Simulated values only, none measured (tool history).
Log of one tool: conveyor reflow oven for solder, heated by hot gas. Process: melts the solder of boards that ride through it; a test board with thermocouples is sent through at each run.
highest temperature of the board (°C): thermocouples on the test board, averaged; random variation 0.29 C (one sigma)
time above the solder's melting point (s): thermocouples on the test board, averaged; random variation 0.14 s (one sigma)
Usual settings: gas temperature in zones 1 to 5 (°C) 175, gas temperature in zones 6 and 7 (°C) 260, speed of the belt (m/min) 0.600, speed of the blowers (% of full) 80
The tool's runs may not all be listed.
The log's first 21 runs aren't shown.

run   hour  gas temperature in zones 1 to 5 (°C)  gas temperature in zones 6 and 7 (°C)  speed of the belt (m/min)  speed of the blowers (% of full)  hours of work since the flux was cleaned out  hours of work since the belt drive was overhauled  hours of work since the thermocouples were changed  highest temperature of the board (°C)  time above the solder's melting point (s)
 22  134.6                                   181                                    260                      0.600                                80                                           170                                                140                                                 225                                  248.6                                       46.0
 23  142.6                                   166                                    266                      0.600                                83                                           174                                                144                                                 229                                  252.6                                       43.9
 24  150.6                                   161                                    266                      0.643                                71                                           178                                                148                                                 233                                  246.3                                       34.4
 25  159.2                                   161                                    266                      0.643                                71                                           182                                                152                                                 237                                  245.7                                       34.6
 26  166.9                                   175                                    269                      0.600                                89                                           186                                                156                                                 240                                  258.2                                       49.1
 27  176.1                                   175                                    269                      0.600                                89                                           190                                                160                                                 245                                  257.6                                       48.8
 28  181.9                                   175                                    251                      0.535                                89                                           193                                                163                                                 247                                  244.1                                       47.9
 29  186.6                                   175                                    257                      0.600                                67                                           195                                                165                                                 250                                  241.6                                       38.1
 30  194.7                                   175                                    257                      0.600                                67                                           199                                                169                                                 253                                  241.6                                       38.0
 31  202.9                                   175                                    267                      0.601                                67                                           203                                                173                                                 257                                  249.9                                       43.7
 32  210.2                                   187                                    251                      0.579                                80                                           206                                                176                                                 261                                  242.2                                       45.9

Forecast each of these 3 alternatives for the next run:
  A  219.2                                   175                                    257                      0.639                                59                                           210                                                180                                                 265                                      ?                                          ?
  B  219.2                                   187                                    256                      0.579                                80                                           210                                                180                                                 265                                      ?                                          ?
  C  219.2                                   187                                    251                      0.481                                80                                           210                                                180                                                 265                                      ?                                          ?

run  highest temperature of the board (°C)  time above the solder's melting point (s)
  A                                  237.5                                       30.4
  B                                  247.3                                       48.8
  C                                  245.8                                       59.7
Without the tool's hidden state the same runs would have given:
run  highest temperature of the board (°C)  time above the solder's melting point (s)
  A                                  237.6                                       30.5
  B                                  247.3                                       48.9
  C                                  245.9                                       59.8
